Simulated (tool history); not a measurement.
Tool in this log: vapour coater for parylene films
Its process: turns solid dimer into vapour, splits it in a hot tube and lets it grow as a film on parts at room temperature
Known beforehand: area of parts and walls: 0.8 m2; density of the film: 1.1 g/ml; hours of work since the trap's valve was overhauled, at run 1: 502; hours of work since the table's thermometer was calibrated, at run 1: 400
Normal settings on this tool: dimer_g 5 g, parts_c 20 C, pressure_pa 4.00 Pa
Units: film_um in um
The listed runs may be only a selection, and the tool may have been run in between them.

| run | day | dimer_g | parts_c | pressure_pa | hours of work since the trap's valve was overhauled | hours of work since the table's thermometer was calibrated | film_um |
|---|---|---|---|---|---|---|---|
| 1 | 0.000 | 5 | 20 | 4.00 | 502 | 400 | 4.30 |
| 2 | 0.979 | 5 | 20 | 4.00 | 514 | 412 | 4.36 |
|  | 1.258 | trap's valve overhauled |
| 3 | 2.246 | 5 | 20 | 4.00 | 12 | 425 | 4.26 |
| 4 | 2.850 | 5 | 20 | 4.00 | 19 | 433 | 4.36 |
| 5 | 3.775 | 5 | 20 | 10.03 | 31 | 444 | 3.60 |
| 6 | 4.821 | 5 | 20 | 10.03 | 44 | 457 | 3.66 |
| 7 | 5.538 | 3 | 17 | 2.37 | 52 | 466 | 3.23 |
| 8 | 6.829 | 5 | 29 | 4.00 | 68 | 482 | 3.13 |
| 9 | 7.421 | 2 | 22 | 4.00 | 75 | 489 | 1.62 |
| 10 | 8.354 | 2 | 18 | 10.53 | 87 | 500 | 1.56 |
| 11 | 9.450 | 5 | 20 | 3.19 | 100 | 514 | 4.52 |

Branching from run 11: 3 alternative next runs. What would each branch give?
| A | 10.638 | 2 | 17 | 3.19 | 115 | 528 | ? |
| B | 10.638 | 5 | 14 | 6.34 | 115 | 528 | ? |
| C | 10.638 | 3 | 20 | 2.84 | 115 | 528 | ? |

| run | film_um |
|---|---|
| A | 2.03 |
| B | 4.93 |
| C | 2.77 |
Without the tool's hidden state the same runs would have given:
| run | film_um |
|---|---|
| A | 2.03 |
| B | 4.93 |
| C | 2.77 |
